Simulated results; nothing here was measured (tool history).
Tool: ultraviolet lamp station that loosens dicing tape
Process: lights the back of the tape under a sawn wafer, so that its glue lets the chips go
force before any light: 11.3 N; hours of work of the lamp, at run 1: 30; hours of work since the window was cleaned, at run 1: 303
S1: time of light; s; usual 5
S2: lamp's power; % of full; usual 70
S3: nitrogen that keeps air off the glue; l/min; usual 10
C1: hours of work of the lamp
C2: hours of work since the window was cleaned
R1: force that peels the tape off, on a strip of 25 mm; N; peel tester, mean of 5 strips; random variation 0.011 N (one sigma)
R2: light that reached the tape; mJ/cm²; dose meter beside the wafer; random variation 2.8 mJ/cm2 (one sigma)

{"run": 1, "hour": 0.0, "S1": 5, "S2": 70, "S3": 10, "C1": 30, "C2": 303, "R1": 0.483, "R2": 383}
{"run": 2, "hour": 5.5, "S1": 5, "S2": 70, "S3": 10, "C1": 33, "C2": 306, "R1": 0.494, "R2": 380}
{"run": 3, "hour": 13.3, "S1": 5, "S2": 70, "S3": 7, "C1": 37, "C2": 310, "R1": 0.62, "R2": 384}
{"run": 4, "hour": 24.2, "S1": 5, "S2": 70, "S3": 4, "C1": 43, "C2": 316, "R1": 1.119, "R2": 379}
{"run": 5, "hour": 31.1, "S1": 5, "S2": 70, "S3": 10, "C1": 47, "C2": 320, "R1": 0.484, "R2": 382}
{"run": 6, "hour": 39.8, "S1": 5, "S2": 70, "S3": 10, "C1": 51, "C2": 325, "R1": 0.479, "R2": 382}
{"run": 7, "hour": 50.4, "S1": 5, "S2": 70, "S3": 10, "C1": 57, "C2": 330, "R1": 0.463, "R2": 381}
{"run": 8, "hour": 55.7, "S1": 5, "S2": 70, "S3": 10, "C1": 60, "C2": 333, "R1": 0.499, "R2": 383}
{"run": 9, "hour": 65.0, "S1": 5, "S2": 70, "S3": 10, "C1": 65, "C2": 338, "R1": 0.49, "R2": 380}
{"run": 10, "hour": 70.3, "S1": 5, "S2": 70, "S3": 10, "C1": 68, "C2": 341, "R1": 0.486, "R2": 379}
{"run": 11, "hour": 78.8, "S1": 5, "S2": 70, "S3": 10, "C1": 73, "C2": 346, "R1": 0.491, "R2": 383}
{"run": 12, "hour": 87.6, "S1": 5, "S2": 70, "S3": 15, "C1": 77, "C2": 351, "R1": 0.355, "R2": 379}
{"run": 13, "hour": 97.3, "S1": 5, "S2": 70, "S3": 15, "C1": 83, "C2": 356, "R1": 0.353, "R2": 387}
{"run": 14, "hour": 106.7, "S1": 2, "S2": 91, "S3": 4, "C1": 88, "C2": 361, "R1": 3.271, "R2": 197}
{"run": 15, "hour": 115.5, "S1": 2, "S2": 92, "S3": 4, "C1": 92, "C2": 366, "R1": 3.136, "R2": 201}
{"run": 16, "hour": 122.0, "S1": 8, "S2": 62, "S3": 7, "C1": 96, "C2": 369, "R1": 0.29, "R2": 538}
{"run": 17, "hour": 131.7, "S1": 8, "S2": 62, "S3": 7, "C1": 101, "C2": 374, "R1": 0.31, "R2": 543}
{"run": 18, "hour": 139.6, "S1": 9, "S2": 70, "S3": 6, "C1": 106, "C2": 379, "R1": 0.225, "R2": 689}
{"run": 19, "hour": 144.3, "S1": 3, "S2": 82, "S3": 16, "C1": 108, "C2": 381, "R1": 0.764, "R2": 273}
{"run": 20, "hour": 155.1, "S1": 3, "S2": 74, "S3": 10, "C1": 114, "C2": 387, "R1": 1.354, "R2": 237}
{"run": 21, "hour": 165.6, "S1": 4, "S2": 79, "S3": 6, "C1": 120, "C2": 393, "R1": 0.958, "R2": 343}
{"run": 22, "hour": 176.5, "S1": 6, "S2": 79, "S3": 6, "C1": 126, "C2": 399, "R1": 0.376, "R2": 509}
{"run": 23, "hour": 183.6, "S1": 6, "S2": 79, "S3": 6, "C1": 129, "C2": 403, "R1": 0.364, "R2": 516}
{"run": 24, "hour": 189.3, "S1": 6, "S2": 79, "S3": 6, "C1": 132, "C2": 406, "R1": 0.386, "R2": 513}
{"run": 25, "hour": 200.2, "S1": 3, "S2": 84, "S3": 11, "C1": 138, "C2": 412, "R1": 0.949, "R2": 276}

4 ways to go on from here, each from the tool as it stands after run 25. What would each give?
{"run": "A", "hour": 210.7, "S1": 5, "S2": 84, "S3": 11, "C1": 144, "C2": 417, "R1": "?", "R2": "?"}
{"run": "B", "hour": 210.7, "S1": 6, "S2": 62, "S3": 20, "C1": 144, "C2": 417, "R1": "?", "R2": "?"}
{"run": "C", "hour": 210.7, "S1": 5, "S2": 70, "S3": 4, "C1": 144, "C2": 417, "R1": "?", "R2": "?"}
{"run": "D", "hour": 210.7, "S1": 2, "S2": 84, "S3": 11, "C1": 144, "C2": 417, "R1": "?", "R2": "?"}

run=A R1=0.32 R2=456
run=B R1=0.265 R2=408
run=C R1=1.071 R2=377
run=D R1=2.084 R2=183
Without the tool's hidden state the same runs would have given:
run=A R1=0.319 R2=457
run=B R1=0.264 R2=409
run=C R1=1.067 R2=378
run=D R1=2.078 R2=183
